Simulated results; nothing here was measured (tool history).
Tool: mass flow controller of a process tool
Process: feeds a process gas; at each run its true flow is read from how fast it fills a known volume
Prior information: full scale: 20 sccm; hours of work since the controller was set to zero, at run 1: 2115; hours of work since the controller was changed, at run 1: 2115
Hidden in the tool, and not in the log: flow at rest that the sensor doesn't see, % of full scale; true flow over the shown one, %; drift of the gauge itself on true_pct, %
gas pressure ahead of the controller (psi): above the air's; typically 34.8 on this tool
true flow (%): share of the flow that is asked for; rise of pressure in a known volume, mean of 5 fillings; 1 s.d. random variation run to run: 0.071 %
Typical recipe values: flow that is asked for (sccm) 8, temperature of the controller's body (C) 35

run,hour,flow that is asked for (sccm),gas pressure ahead of the controller (psi),temperature of the controller's body (C),hours of work since the controller was set to zero,hours of work since the controller was changed,true flow (%)
1,0.0,8,34.8,35,2115,2115,99.47
2,249.4,8,34.8,35,2253,2253,99.44
3,755.2,8,34.8,35,2531,2531,99.47
4,1202.7,8,23.6,35,2778,2778,99.03
5,1674.0,8,23.6,35,3038,3038,99.03
6,2082.8,8,20.5,35,3263,3263,98.86
7,2476.1,8,20.5,35,3480,3480,98.84
8,3024.6,3,34.8,35,3782,3782,99.43
9,3493.0,3,34.8,34,4040,4040,99.32
10,3756.5,8,34.8,32,4185,4185,99.64
11,4057.4,8,34.8,32,4351,4351,99.55
12,4573.7,2,20.7,34,4636,4636,98.78
13,5156.9,2,20.7,34,4957,4957,98.75
14,5610.3,2,20.7,34,5207,5207,98.86
15,5904.8,17,36.4,35,5369,5369,99.72
16,6461.2,5,22.2,38,5676,5676,98.74
17,6849.7,5,22.5,38,5890,5890,98.65
18,7280.2,5,29.3,38,6127,6127,99.20
19,7524.1,5,29.3,38,6262,6262,99.06
# hour 7755.9: controller's zero set anew
20,8020.0,8,30.5,33,146,6535,99.37

Entry by entry between the runs, the difference in hidden state between the last listed run before and the first listed run after:
After run 19, before run 20: controller's zero set anew (hour 7755.9)
  flow at rest that the sensor doesn't see, % of full scale: 0.009 -> 0.001

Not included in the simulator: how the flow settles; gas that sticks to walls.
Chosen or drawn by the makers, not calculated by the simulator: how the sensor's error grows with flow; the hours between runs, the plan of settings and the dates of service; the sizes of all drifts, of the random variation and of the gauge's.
